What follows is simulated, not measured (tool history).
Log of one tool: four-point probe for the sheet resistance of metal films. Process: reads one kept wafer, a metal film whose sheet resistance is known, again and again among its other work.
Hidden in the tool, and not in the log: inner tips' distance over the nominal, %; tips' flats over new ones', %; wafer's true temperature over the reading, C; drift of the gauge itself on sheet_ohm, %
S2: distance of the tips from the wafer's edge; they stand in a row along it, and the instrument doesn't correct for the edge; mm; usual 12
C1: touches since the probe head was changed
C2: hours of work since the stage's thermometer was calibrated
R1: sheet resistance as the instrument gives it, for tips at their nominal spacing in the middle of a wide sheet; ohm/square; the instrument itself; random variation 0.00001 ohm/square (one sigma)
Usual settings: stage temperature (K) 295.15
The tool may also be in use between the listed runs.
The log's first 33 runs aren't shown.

run 34 hour=1472.6 | stage_temperature_(K)=299.15 S2=15 | C1=29439 C2=1091 | R1=0.049791
run 35 hour=1528.7 | stage_temperature_(K)=305.15 S2=12 | C1=30181 C2=1117 | R1=0.049894
run 36 hour=1567.6 | stage_temperature_(K)=294.15 S2=12 | C1=30694 C2=1134 | R1=0.049746
run 37 hour=1610.0 | stage_temperature_(K)=294.15 S2=12 | C1=31254 C2=1154 | R1=0.049726
run 38 hour=1654.0 | stage_temperature_(K)=306.15 S2=16 | C1=31836 C2=1174 | R1=0.049895
run 39 hour=1692.1 | stage_temperature_(K)=306.15 S2=16 | C1=32339 C2=1191 | R1=0.049882
run 40 hour=1727.0 | stage_temperature_(K)=297.15 S2=62 | C1=32800 C2=1207 | R1=0.049736
run 41 hour=1776.0 | stage_temperature_(K)=294.15 S2=70 | C1=33448 C2=1229 | R1=0.049687
run 42 hour=1826.6 | stage_temperature_(K)=294.15 S2=70 | C1=34116 C2=1252 | R1=0.049686
run 43 hour=1875.8 | stage_temperature_(K)=295.15 S2=13 | C1=34766 C2=1275 | R1=0.049742
run 44 hour=1904.0 | stage_temperature_(K)=294.15 S2=61 | C1=35138 C2=1288 | R1=0.049677

Forecast each of these 5 alternatives for the next run:
run A hour=1961.5 | stage_temperature_(K)=306.15 S2=6 | C1=35898 C2=1314 | R1=?
run B hour=1961.5 | stage_temperature_(K)=292.15 S2=61 | C1=35898 C2=1314 | R1=?
run C hour=1961.5 | stage_temperature_(K)=302.15 S2=26 | C1=35898 C2=1314 | R1=?
run D hour=1961.5 | stage_temperature_(K)=298.15 S2=3 | C1=35898 C2=1314 | R1=?
run E hour=1961.5 | stage_temperature_(K)=297.15 S2=61 | C1=35898 C2=1314 | R1=?

run=A R1=0.050038
run=B R1=0.049646
run=C R1=0.049809
run=D R1=0.050469
run=E R1=0.049718
Without the tool's hidden state the same runs would have given:
run=A R1=0.050135
run=B R1=0.049739
run=C R1=0.049905
run=D R1=0.050565
run=E R1=0.049812
